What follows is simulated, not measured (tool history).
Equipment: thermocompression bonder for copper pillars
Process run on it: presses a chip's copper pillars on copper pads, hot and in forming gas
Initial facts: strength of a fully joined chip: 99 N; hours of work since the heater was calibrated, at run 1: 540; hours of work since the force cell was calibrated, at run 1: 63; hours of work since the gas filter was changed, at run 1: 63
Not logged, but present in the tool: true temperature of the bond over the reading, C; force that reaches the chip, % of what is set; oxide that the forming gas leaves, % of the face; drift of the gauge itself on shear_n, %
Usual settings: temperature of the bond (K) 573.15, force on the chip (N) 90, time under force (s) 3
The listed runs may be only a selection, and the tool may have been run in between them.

run	day	temperature of the bond (K)	force on the chip (N)	time under force (s)	hours of work since the heater was calibrated	hours of work since the force cell was calibrated	hours of work since the gas filter was changed	force that shears a chip off (N)
1	0	573.15	90	3	540	63	63	60.4
2	0.888	573.15	90	3	551	75	75	59.9
3	1.804	573.15	91	3	563	87	87	61
4	2.646	573.15	90	3	574	97	97	59.7
5	3.121	562.15	90	3	580	104	104	54.9
6	3.771	562.15	90	3	588	112	112	54.7
7	4.446	587.15	90	3	597	121	121	66.5
8	4.842	587.15	90	3	602	126	126	66.5
9	5.625	587.15	90	3	612	136	136	66.3
10	6.271	573.15	97	3	621	144	144	62.6
11	7.238	573.15	97	3	633	157	157	62.8
# day 7.979: heater calibrated with a thermocouple chip
12	8.246	573.15	97	3	3	169	169	56.2
# day 8.804: forming gas filter changed
13	8.804	573.15	97	3	10	176	0	59.3
14	9.729	573.15	97	3	22	188	12	58.6
15	10.283	573.15	97	3	30	195	19	59.1
16	10.967	573.15	97	3	38	204	28	58.8
17	11.875	573.15	90	3	50	215	40	55.4
18	12.396	573.15	90	3	57	222	46	55.7
19	13.233	573.15	67	3	68	233	57	42.9
20	13.708	573.15	67	3	74	239	63	43.5
21	14.533	573.15	67	3	84	250	74	42.7
22	15.492	584.15	67	3	97	262	86	47.9
23	16.038	573.15	58	3	104	269	94	37.6
24	16.462	571.15	70	6	109	275	99	55.6
25	16.979	598.15	59	6	116	281	106	60.7
26	17.738	577.15	69	4	126	291	115	50.2
27	18.667	601.15	109	5	138	303	127	82.7
28	19.3	590.15	106	6	146	311	136	79.8
29	19.783	590.15	106	6	152	318	142	79.7
30	20.417	554.15	90	6	160	326	150	56.5
31	21.375	598.15	116	8	173	338	162	86.8
32	21.979	553.15	97	4	181	346	170	52.4
# day 22.417: forming gas filter changed
33	22.608	573.15	62	3	188	354	2	41.1
34	23.15	573.15	63	8	195	361	9	59.1
35	24	592.15	70	4	206	372	20	60.4
36	24.867	573.15	98	7	218	383	32	75.5
37	25.733	573.15	86	3	229	394	43	53.8
38	26.488	561.15	104	9	239	404	53	75.8
39	27.429	569.15	90	3	251	416	65	54.1

Each row is a separate what-if for the run after 39, all from the same tool condition, not one after another. Results?
A	28.346	600.15	66	2	263	428	77	?
B	28.346	584.15	121	3	263	428	77	?
C	28.346	564.15	127	6	263	428	77	?
D	28.346	584.15	84	3	263	428	77	?

run	force that shears a chip off (N)
A	49.2
B	73.2
C	77
D	58.6
The same runs, with their run-to-run variation unchanged, on a tool lacking any hidden condition would have given:
run	force that shears a chip off (N)
A	49.5
B	74
C	77.8
D	59

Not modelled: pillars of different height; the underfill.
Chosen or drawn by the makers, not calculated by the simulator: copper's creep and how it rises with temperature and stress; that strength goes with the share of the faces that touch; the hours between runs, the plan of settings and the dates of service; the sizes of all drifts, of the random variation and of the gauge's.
